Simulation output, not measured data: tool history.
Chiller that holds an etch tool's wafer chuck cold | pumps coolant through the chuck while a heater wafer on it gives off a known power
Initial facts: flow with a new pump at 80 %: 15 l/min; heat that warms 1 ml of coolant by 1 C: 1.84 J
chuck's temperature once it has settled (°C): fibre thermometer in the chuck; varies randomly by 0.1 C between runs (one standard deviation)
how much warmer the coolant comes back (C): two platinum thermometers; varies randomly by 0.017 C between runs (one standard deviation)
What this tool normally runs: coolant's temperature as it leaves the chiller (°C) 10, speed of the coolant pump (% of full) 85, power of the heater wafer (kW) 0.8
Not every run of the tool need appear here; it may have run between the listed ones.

run	hour	coolant's temperature as it leaves the chiller (°C)	speed of the coolant pump (% of full)	power of the heater wafer (kW)	chuck's temperature once it has settled (°C)	how much warmer the coolant comes back (C)
1	0	10	85	0.8	16.7	1.67
2	15.6	10	99	0.8	15.9	1.41
3	40.9	10	99	0.8	15.8	1.42
4	62.8	10	63	0.8	18.5	2.34
5	86.1	10	63	0.8	18.5	2.3
6	109.7	10	63	0.8	18.6	2.29
7	124	10	85	1.01	18.3	2.13
8	145.8	10	85	1.01	18.5	2.12
9	170.1	10	85	1.01	18.6	2.12
10	186.3	10	85	0.8	16.8	1.66
11	210.8	10	85	0.4	13.4	0.81
12	224.1	10	85	0.4	13.3	0.81
13	238.8	10	85	0.8	16.7	1.7
14	267.4	10	85	0.8	16.7	1.67
15	291.9	10	85	0.8	16.9	1.7
16	308.7	10	85	0.8	16.7	1.65
17	335.2	14	73	0.606	19.9	1.5
18	359.8	14	73	0.606	19.8	1.51
19	386.5	15	72	0.606	21	1.53
20	414.7	15	72	0.606	21.1	1.52
21	428.2	9	77	0.926	17.7	2.19
22	447	9	77	0.693	15.5	1.64
23	459.4	9	77	0.693	15.6	1.61
24	475	7	92	0.467	10.8	0.91
25	500.9	4	92	0.563	8.7	1.09
26	516	4	92	0.563	8.6	1.07
27	533.6	4	92	0.563	8.6	1.11
28	554.8	4	63	0.636	11	1.88
29	582.4	1	86	0.615	6.5	1.28
30	609.6	17	91	0.866	24.2	1.72
31	638.8	11	88	0.702	16.8	1.43

What would each run have given without the hidden state, its run-to-run variation left as it was?
What the log doesn't record here: heat passed by the chuck's channels, % of clean ones'; flow at a given pump speed, % of a new pump's; coolant's true temperature over the reading, C; drift of the gauge itself on chuck_c, C; drift of the gauge itself on warmer_back_c, C.
run	chuck's temperature once it has settled (°C)	how much warmer the coolant comes back (C)
1	16	1.63
2	15.2	1.37
3	15.2	1.39
4	17.6	2.27
5	17.5	2.24
6	17.6	2.23
7	17.4	2.07
8	17.5	2.06
9	17.6	2.06
10	16	1.61
11	13	0.79
12	12.8	0.79
13	15.9	1.65
14	15.8	1.62
15	16	1.65
16	15.8	1.6
17	19.1	1.45
18	19	1.47
19	20.2	1.48
20	20.3	1.47
21	16.5	2.11
22	14.6	1.59
23	14.7	1.56
24	10.2	0.88
25	8.1	1.06
26	7.9	1.04
27	7.9	1.07
28	10	1.81
29	5.7	1.23
30	23.1	1.66
31	15.9	1.37
